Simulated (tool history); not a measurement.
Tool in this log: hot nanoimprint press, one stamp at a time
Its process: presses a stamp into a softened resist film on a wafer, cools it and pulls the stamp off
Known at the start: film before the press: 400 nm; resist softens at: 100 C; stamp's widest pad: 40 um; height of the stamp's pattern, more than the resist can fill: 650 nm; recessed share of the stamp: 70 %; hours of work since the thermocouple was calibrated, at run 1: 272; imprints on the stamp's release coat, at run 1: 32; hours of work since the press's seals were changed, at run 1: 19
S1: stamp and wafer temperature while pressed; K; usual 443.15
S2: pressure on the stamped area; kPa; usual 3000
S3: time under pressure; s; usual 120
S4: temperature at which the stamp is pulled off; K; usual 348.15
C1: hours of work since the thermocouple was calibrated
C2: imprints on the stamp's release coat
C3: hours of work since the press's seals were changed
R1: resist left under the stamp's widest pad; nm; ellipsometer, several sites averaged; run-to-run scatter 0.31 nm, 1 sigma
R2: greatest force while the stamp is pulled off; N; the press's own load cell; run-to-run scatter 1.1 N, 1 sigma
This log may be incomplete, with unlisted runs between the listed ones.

run    day      S1    S2   S3      S4   C1   C2  C3     R1   R2
  1      0  443.15  3000  120  348.15  272   32  19  145.3  120
  2  0.596  443.15  3000  120  348.15  279   76  26  144.6  120
  3  0.983  443.15  3000  120  348.15  284  105  31  144.6  120
  4  1.325  443.15  3000  120  348.15  288  130  35  144.8  119
  5    1.6  443.15  3000  120  349.15  291  150  38  144.4  118
  6  2.179  443.15  3000  120  349.15  298  193  45  143.3  119
  7  2.762  443.15  3000  120  349.15  305  236  52    144  119
  8  3.338  436.15  3000  141  353.15  312  279  58  181.8  112
  9  3.638  450.15  3000  177  353.15  315  301  62     90  112
 10  4.108  440.15  3000  120  348.15  321  336  68    162  119
 11   4.45  447.15  3000  120  335.15  325  361  72  120.6  140
 12  4.912  443.15  3000  107  333.15  330  395  77  149.7  143
     5.433  -- gauge calibrated
 13  5.525  443.15  3000  107  333.15  338  441  84  152.3  142

Per-run results on a tool with no hidden state, each run keeping its own random variation:
Hidden conditions of the tool in this case: true temperature over the reading, C; pressure that arrives at the usual setting, %; grip of the stamp's worn release coat, % over a new coat's; drift of the gauge itself on residual_nm, %; drift of the gauge itself on pull_off_n, %.
run     R1
  1  145.4
  2  145.1
  3  145.3
  4  145.7
  5  145.5
  6  144.8
  7  145.9
  8  184.6
  9   91.5
 10  165.1
 11  123.1
 12  153.1
 13  152.5
R2: at most 1 N away from the measurement, every run.

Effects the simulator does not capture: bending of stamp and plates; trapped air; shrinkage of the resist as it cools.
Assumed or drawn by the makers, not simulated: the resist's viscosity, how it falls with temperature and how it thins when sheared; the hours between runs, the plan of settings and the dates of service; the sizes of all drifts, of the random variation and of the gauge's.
